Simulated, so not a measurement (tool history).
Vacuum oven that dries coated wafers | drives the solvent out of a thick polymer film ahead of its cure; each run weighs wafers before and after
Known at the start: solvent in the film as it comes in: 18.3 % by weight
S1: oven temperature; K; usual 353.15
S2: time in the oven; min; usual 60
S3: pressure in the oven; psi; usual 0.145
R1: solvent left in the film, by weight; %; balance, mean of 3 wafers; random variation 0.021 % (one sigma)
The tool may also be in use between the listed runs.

Run 1, hour 0.0: usual settings. Result: R1 4.62 %.
Run 2, hour 26.7: usual settings. Result: R1 4.65 %.
Run 3, hour 64.6: usual settings. Result: R1 4.69 %.
Run 4, hour 89.2: usual settings. Result: R1 4.63 %.
Run 5, hour 112.2: usual settings. Result: R1 4.67 %.
At hour 125.0: oven's thermocouples calibrated.
Run 6, hour 136.5: usual settings but S3 0.558 psi. Result: R1 5.20 %.
Run 7, hour 156.7: usual settings but S3 0.558 psi. Result: R1 5.19 %.
Run 8, hour 176.5: usual settings but S2 66 min, S3 0.558 psi. Result: R1 4.74 %.
Run 9, hour 201.5: usual settings. Result: R1 4.54 %.
Run 10, hour 222.0: usual settings. Result: R1 4.51 %.
Run 11, hour 257.5: usual settings. Result: R1 4.52 %.
Run 12, hour 274.5: usual settings. Result: R1 4.54 %.
Run 13, hour 310.5: usual settings. Result: R1 4.50 %.
Run 14, hour 350.0: usual settings but S2 58 min. Result: R1 4.72 %.
Run 15, hour 380.5: usual settings but S2 32 min. Result: R1 7.78 %.
Run 16, hour 411.0: usual settings but S2 32 min. Result: R1 7.84 %.
Run 17, hour 427.7: usual settings but S2 31 min. Result: R1 7.95 %.
Run 18, hour 460.6: usual settings but S2 31 min. Result: R1 7.99 %.
Run 19, hour 477.7: usual settings but S2 31 min. Result: R1 7.98 %.
Run 20, hour 513.4: usual settings but S1 341.15 K, S2 93 min, S3 0.261 psi. Result: R1 5.76 %.
Run 21, hour 542.9: usual settings but S1 341.15 K, S2 64 min, S3 0.102 psi. Result: R1 7.33 %.
Run 22, hour 581.4: usual settings but S1 341.15 K, S2 64 min, S3 0.102 psi. Result: R1 7.31 %.
Run 23, hour 620.4: usual settings but S1 365.15 K, S3 0.571 psi. Result: R1 2.54 %.
Run 24, hour 645.5: usual settings but S1 365.15 K, S2 40 min, S3 0.571 psi. Result: R1 4.28 %.
Run 25, hour 680.8: usual settings but S1 365.15 K, S2 41 min, S3 0.571 psi. Result: R1 4.15 %.
Run 26, hour 717.4: usual settings but S1 365.15 K, S2 41 min, S3 0.571 psi. Result: R1 4.13 %.
Run 27, hour 740.4: usual settings but S1 338.15 K, S2 77 min, S3 0.571 psi. Result: R1 8.41 %.
Run 28, hour 771.9: usual settings but S2 77 min, S3 0.571 psi. Result: R1 4.15 %.
Run 29, hour 806.3: usual settings but S2 57 min, S3 0.219 psi. Result: R1 4.96 %.
Run 30, hour 823.0: usual settings but S2 57 min, S3 0.219 psi. Result: R1 4.99 %.
Run 31, hour 843.4: usual settings but S2 57 min, S3 0.219 psi. Result: R1 5.03 %.
Run 32, hour 881.0: usual settings but S1 345.15 K, S2 91 min, S3 0.377 psi. Result: R1 5.14 %.
Run 33, hour 919.1: usual settings but S1 347.15 K, S2 71 min, S3 0.126 psi. Result: R1 5.30 %.
Run 34, hour 944.4: usual settings but S1 349.15 K, S2 35 min, S3 0.123 psi. Result: R1 8.35 %.
Run 35, hour 972.8: usual settings but S1 365.15 K, S2 31 min. Result: R1 5.18 %.
Run 36, hour 1004.7: usual settings but S1 363.15 K, S2 40 min, S3 0.357 psi. Result: R1 4.54 %.

Forecast each of these 5 alternatives for the next run:
Run A, hour 1023.0: usual settings but S1 351.15 K, S2 35 min, S3 0.312 psi. Result: R1 ?.
Run B, hour 1023.0: usual settings but S3 0.344 psi. Result: R1 ?.
Run C, hour 1023.0: usual settings but S3 0.306 psi. Result: R1 ?.
Run D, hour 1023.0: usual settings but S1 354.15 K. Result: R1 ?.
Run E, hour 1023.0: usual settings but S1 363.15 K, S2 33 min, S3 0.357 psi. Result: R1 ?.

run    R1
  A  8.27
  B  4.95
  C  4.95
  D  4.39
  E  5.50
Without the tool's hidden state the same runs would have given:
run    R1
  A  8.09
  B  4.74
  C  4.74
  D  4.19
  E  5.33
